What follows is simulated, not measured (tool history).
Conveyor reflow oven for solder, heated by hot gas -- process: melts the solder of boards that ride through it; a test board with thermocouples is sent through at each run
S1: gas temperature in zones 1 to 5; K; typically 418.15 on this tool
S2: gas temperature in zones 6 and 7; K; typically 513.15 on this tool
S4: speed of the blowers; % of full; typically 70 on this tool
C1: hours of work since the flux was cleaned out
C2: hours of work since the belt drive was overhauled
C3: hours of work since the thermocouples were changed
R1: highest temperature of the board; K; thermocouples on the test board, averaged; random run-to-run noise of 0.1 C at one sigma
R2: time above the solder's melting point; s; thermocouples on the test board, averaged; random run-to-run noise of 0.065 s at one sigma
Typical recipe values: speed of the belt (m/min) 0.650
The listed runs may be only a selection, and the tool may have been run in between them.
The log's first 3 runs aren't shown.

Run 4, hour 88.0: usual settings; C1 40; C2 387; C3 265. Result: R1 493.85 K, R2 44.84 s.
Run 5, hour 108.5: usual settings; C1 55; C2 402; C3 280. Result: R1 493.95 K, R2 44.71 s.
Run 6, hour 140.4: usual settings but speed of the belt (m/min) 0.744; C1 77; C2 424; C3 303. Result: R1 488.85 K, R2 36.11 s.
Run 7, hour 165.5: usual settings but speed of the belt (m/min) 0.744; C1 95; C2 442; C3 320. Result: R1 488.95 K, R2 36.11 s.
Run 8, hour 189.9: usual settings but speed of the belt (m/min) 0.744; C1 112; C2 459; C3 338. Result: R1 488.85 K, R2 36.24 s.
Run 9, hour 224.8: usual settings but speed of the belt (m/min) 0.744; C1 137; C2 484; C3 362. Result: R1 489.15 K, R2 36.18 s.
Run 10, hour 262.0: usual settings but speed of the belt (m/min) 0.744; C1 163; C2 510; C3 389. Result: R1 489.15 K, R2 36.20 s.
Run 11, hour 293.8: usual settings but speed of the belt (m/min) 0.744; C1 186; C2 533; C3 411. Result: R1 488.95 K, R2 36.14 s.
Run 12, hour 319.2: usual settings but speed of the belt (m/min) 0.629; C1 204; C2 551; C3 429. Result: R1 494.65 K, R2 46.96 s.
Run 13, hour 338.7: usual settings; C1 218; C2 565; C3 443. Result: R1 493.85 K, R2 44.84 s.
At hour 353.9: flux residue cleaned out of gas plates and filters.
Run 14, hour 372.4: usual settings; C1 13; C2 585; C3 463. Result: R1 493.95 K, R2 44.80 s.
Run 15, hour 408.2: usual settings; C1 38; C2 610; C3 489. Result: R1 493.85 K, R2 44.68 s.
Run 16, hour 445.2: usual settings but S1 415.15 K, speed of the belt (m/min) 0.534; C1 65; C2 637; C3 515. Result: R1 499.55 K, R2 57.32 s.
Run 17, hour 478.7: usual settings but S2 521.15 K, S4 60 % of full; C1 88; C2 660; C3 539. Result: R1 497.85 K, R2 46.46 s.
Run 18, hour 502.0: usual settings but S2 521.15 K, S4 60 % of full; C1 105; C2 677; C3 555. Result: R1 497.65 K, R2 46.33 s.
Run 19, hour 521.8: usual settings but S2 521.15 K, S4 60 % of full; C1 119; C2 691; C3 569. Result: R1 497.85 K, R2 46.52 s.
Run 20, hour 549.4: usual settings but S2 521.15 K, S4 60 % of full; C1 138; C2 710; C3 589. Result: R1 497.85 K, R2 46.56 s.
Run 21, hour 568.1: usual settings but S1 425.15 K, S2 527.15 K, speed of the belt (m/min) 0.588, S4 60 % of full; C1 152; C2 724; C3 602. Result: R1 507.85 K, R2 58.45 s.
Run 22, hour 605.2: usual settings but S1 430.15 K, S2 526.15 K, speed of the belt (m/min) 0.588, S4 75 % of full; C1 178; C2 750; C3 628. Result: R1 511.45 K, R2 61.08 s.
Run 23, hour 640.2: usual settings but S1 433.15 K, S2 522.15 K, speed of the belt (m/min) 0.593, S4 85 % of full; C1 203; C2 775; C3 653. Result: R1 509.85 K, R2 60.78 s.
At hour 675.1: flux residue cleaned out of gas plates and filters.
Run 24, hour 677.5: usual settings but S1 408.15 K, S2 510.15 K, speed of the belt (m/min) 0.729; C1 2; C2 798; C3 676. Result: R1 484.95 K, R2 32.24 s.
Run 25, hour 713.6: usual settings but S1 431.15 K, S2 520.15 K, speed of the belt (m/min) 0.548, S4 55 % of full; C1 27; C2 823; C3 701. Result: R1 504.15 K, R2 63.17 s.
Run 26, hour 735.1: usual settings but S1 406.15 K, S2 501.15 K, S4 77 % of full; C1 42; C2 838; C3 717. Result: R1 483.15 K, R2 35.55 s.
Run 27, hour 764.5: usual settings but S1 406.15 K, S2 501.15 K, S4 77 % of full; C1 63; C2 859; C3 737. Result: R1 483.05 K, R2 35.34 s.

The next listed run, before its measurement:
Run 28, hour 801.2: usual settings but S4 75 % of full; C1 89; C2 885; C3 763. Result: R1 ?, R2 ?.

{"run 28": {"R1": 494.75, "R2": 45.35}}
Without the tool's hidden state the same run would have given R1 494.75 K, R2 45.32 s.

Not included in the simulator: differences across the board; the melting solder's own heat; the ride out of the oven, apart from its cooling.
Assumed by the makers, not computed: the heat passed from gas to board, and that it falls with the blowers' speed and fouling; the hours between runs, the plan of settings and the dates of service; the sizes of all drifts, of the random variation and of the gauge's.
